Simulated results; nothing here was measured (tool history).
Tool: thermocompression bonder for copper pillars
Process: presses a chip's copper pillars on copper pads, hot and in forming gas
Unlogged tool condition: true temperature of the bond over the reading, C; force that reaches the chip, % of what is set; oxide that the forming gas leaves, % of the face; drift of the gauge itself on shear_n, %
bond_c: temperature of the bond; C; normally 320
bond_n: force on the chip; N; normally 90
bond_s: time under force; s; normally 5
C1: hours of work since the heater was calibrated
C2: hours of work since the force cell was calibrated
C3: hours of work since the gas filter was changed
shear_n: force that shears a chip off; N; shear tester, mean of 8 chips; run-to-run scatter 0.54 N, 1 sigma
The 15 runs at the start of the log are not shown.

Run 16, hour 233.2: usual settings but bond_s 8 s; C1 586; C2 181; C3 111. Result: shear_n 95.6 N.
Run 17, hour 245: usual settings; C1 591; C2 186; C3 117. Result: shear_n 86 N.
Run 18, hour 267.1: usual settings; C1 602; C2 197; C3 127. Result: shear_n 85.4 N.
Run 19, hour 287.4: usual settings; C1 611; C2 206; C3 136. Result: shear_n 86 N.
Run 20, hour 309.4: usual settings; C1 621; C2 216; C3 147. Result: shear_n 86.3 N.
Run 21, hour 321: usual settings but bond_c 313 C, bond_n 94 N, bond_s 14 s; C1 627; C2 222; C3 152. Result: shear_n 105.2 N.
Run 22, hour 338.2: usual settings but bond_c 313 C, bond_n 94 N, bond_s 14 s; C1 635; C2 230; C3 160. Result: shear_n 105.8 N.
Run 23, hour 351.9: usual settings but bond_c 313 C, bond_n 94 N, bond_s 14 s; C1 641; C2 236; C3 166. Result: shear_n 106.5 N.
Run 24, hour 369.9: usual settings but bond_c 313 C, bond_n 95 N, bond_s 12 s; C1 649; C2 244; C3 175. Result: shear_n 101.8 N.
Run 25, hour 391: usual settings but bond_c 332 C, bond_n 71 N; C1 659; C2 254; C3 185. Result: shear_n 86.8 N.
Run 26, hour 405: usual settings but bond_c 339 C, bond_n 72 N, bond_s 7 s; C1 666; C2 261; C3 191. Result: shear_n 99.5 N.
Run 27, hour 420.3: usual settings but bond_c 322 C, bond_s 7 s; C1 673; C2 268; C3 198. Result: shear_n 95.9 N.
Run 28, hour 434.5: usual settings but bond_c 322 C, bond_s 7 s; C1 679; C2 274; C3 205. Result: shear_n 95.1 N.
Run 29, hour 449.3: usual settings but bond_n 134 N; C1 686; C2 281; C3 212. Result: shear_n 100.7 N.
Run 30, hour 469.8: usual settings but bond_n 134 N; C1 696; C2 291; C3 221. Result: shear_n 100.1 N.
Run 31, hour 491.1: usual settings but bond_c 344 C, bond_n 97 N, bond_s 13 s; C1 706; C2 301; C3 231. Result: shear_n 122.6 N.
Run 32, hour 505.1: usual settings but bond_c 344 C, bond_n 55 N, bond_s 15 s; C1 712; C2 307; C3 238. Result: shear_n 110.8 N.
Run 33, hour 520.1: usual settings but bond_c 344 C, bond_n 55 N, bond_s 15 s; C1 719; C2 314; C3 245. Result: shear_n 110.8 N.
Run 34, hour 537.2: usual settings but bond_c 322 C; C1 727; C2 322; C3 253. Result: shear_n 87.4 N.
Run 35, hour 546.6: usual settings but bond_s 6 s; C1 732; C2 327; C3 257. Result: shear_n 90.3 N.
Run 36, hour 558.3: usual settings but bond_s 6 s; C1 737; C2 332; C3 262. Result: shear_n 89.5 N.
Run 37, hour 567.7: usual settings but bond_c 332 C; C1 741; C2 336; C3 267. Result: shear_n 95.3 N.
Run 38, hour 578.1: usual settings but bond_c 325 C, bond_n 93 N, bond_s 3 s; C1 746; C2 341; C3 272. Result: shear_n 79.5 N.
Run 39, hour 587.6: usual settings but bond_c 319 C, bond_n 64 N, bond_s 13 s; C1 751; C2 346; C3 276. Result: shear_n 94.7 N.
Run 40, hour 598: usual settings but bond_c 319 C, bond_n 64 N, bond_s 13 s; C1 755; C2 351; C3 281. Result: shear_n 94.7 N.

Forecast each of these 3 alternatives for the next run:
Run A, hour 614: usual settings but bond_c 348 C, bond_n 84 N, bond_s 4 s; C1 763; C2 358; C3 288. Result: shear_n ?.
Run B, hour 614: usual settings but bond_c 327 C, bond_s 13 s; C1 763; C2 358; C3 288. Result: shear_n ?.
Run C, hour 614: usual settings but bond_c 328 C, bond_n 62 N, bond_s 4 s; C1 763; C2 358; C3 288. Result: shear_n ?.

run  shear_n
  A     99.5
  B    110.9
  C     73.3
The same runs, with their run-to-run variation unchanged, on a tool lacking any hidden condition would have given:
run  shear_n
  A     99.4
  B    110.9
  C     73.2
